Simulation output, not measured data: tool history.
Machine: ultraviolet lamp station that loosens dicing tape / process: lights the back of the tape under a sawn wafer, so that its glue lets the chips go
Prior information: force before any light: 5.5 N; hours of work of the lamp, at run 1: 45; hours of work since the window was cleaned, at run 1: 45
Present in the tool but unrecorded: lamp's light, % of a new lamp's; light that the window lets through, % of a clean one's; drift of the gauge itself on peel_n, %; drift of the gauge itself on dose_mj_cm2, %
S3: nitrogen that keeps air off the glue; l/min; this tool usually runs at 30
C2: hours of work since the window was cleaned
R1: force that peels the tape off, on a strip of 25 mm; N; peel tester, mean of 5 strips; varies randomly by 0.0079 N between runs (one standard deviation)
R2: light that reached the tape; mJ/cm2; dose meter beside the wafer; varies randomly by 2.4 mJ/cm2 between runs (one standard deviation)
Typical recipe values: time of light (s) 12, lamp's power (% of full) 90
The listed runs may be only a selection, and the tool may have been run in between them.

Run 1, hour 0.0: usual settings; hours of work of the lamp 45; C2 45. Result: R1 0.346 N, R2 265 mJ/cm2.
Run 2, hour 21.0: usual settings; hours of work of the lamp 59; C2 59. Result: R1 0.323 N, R2 261 mJ/cm2.
Run 3, hour 38.0: usual settings; hours of work of the lamp 71; C2 71. Result: R1 0.348 N, R2 258 mJ/cm2.
Run 4, hour 59.8: usual settings; hours of work of the lamp 86; C2 86. Result: R1 0.353 N, R2 261 mJ/cm2.
Run 5, hour 79.8: usual settings; hours of work of the lamp 100; C2 100. Result: R1 0.370 N, R2 258 mJ/cm2.
Run 6, hour 96.2: usual settings; hours of work of the lamp 112; C2 112. Result: R1 0.367 N, R2 254 mJ/cm2.
Run 7, hour 119.4: usual settings; hours of work of the lamp 128; C2 128. Result: R1 0.390 N, R2 255 mJ/cm2.
Run 8, hour 130.7: usual settings; hours of work of the lamp 136; C2 136. Result: R1 0.381 N, R2 253 mJ/cm2.
Run 9, hour 145.7: usual settings but lamp's power (% of full) 61, S3 38 l/min; hours of work of the lamp 146; C2 146. Result: R1 0.732 N, R2 169 mJ/cm2.
Run 10, hour 158.8: usual settings but time of light (s) 7, lamp's power (% of full) 71, S3 46 l/min; hours of work of the lamp 155; C2 155. Result: R1 1.350 N, R2 113 mJ/cm2.
Run 11, hour 174.3: usual settings but time of light (s) 23, lamp's power (% of full) 71, S3 46 l/min; hours of work of the lamp 166; C2 166. Result: R1 0.147 N, R2 374 mJ/cm2.
Run 12, hour 194.4: usual settings but time of light (s) 15, S3 17 l/min; hours of work of the lamp 180; C2 180. Result: R1 0.347 N, R2 307 mJ/cm2.
Run 13, hour 204.3: usual settings but time of light (s) 15, S3 17 l/min; hours of work of the lamp 187; C2 187. Result: R1 0.343 N, R2 300 mJ/cm2.
Run 14, hour 215.4: usual settings but time of light (s) 8, lamp's power (% of full) 64, S3 28 l/min; hours of work of the lamp 194; C2 194. Result: R1 1.505 N, R2 114 mJ/cm2.
Run 15, hour 233.8: usual settings but time of light (s) 22, lamp's power (% of full) 88, S3 39 l/min; hours of work of the lamp 207; C2 207. Result: R1 0.134 N, R2 435 mJ/cm2.

Some steps in R1 between neighbouring runs. How much of each would the tool show without its hidden state too (settings, what came in, random variation), and how much is left for the hidden state, with any gauge scatter that isn't in both results?
Run 14 -> 15: time of light (s) 8 -> 22, lamp's power (% of full) 64 -> 88, S3 28 -> 39. R1 -1.371 N: hidden state -0.234, all else -1.137.
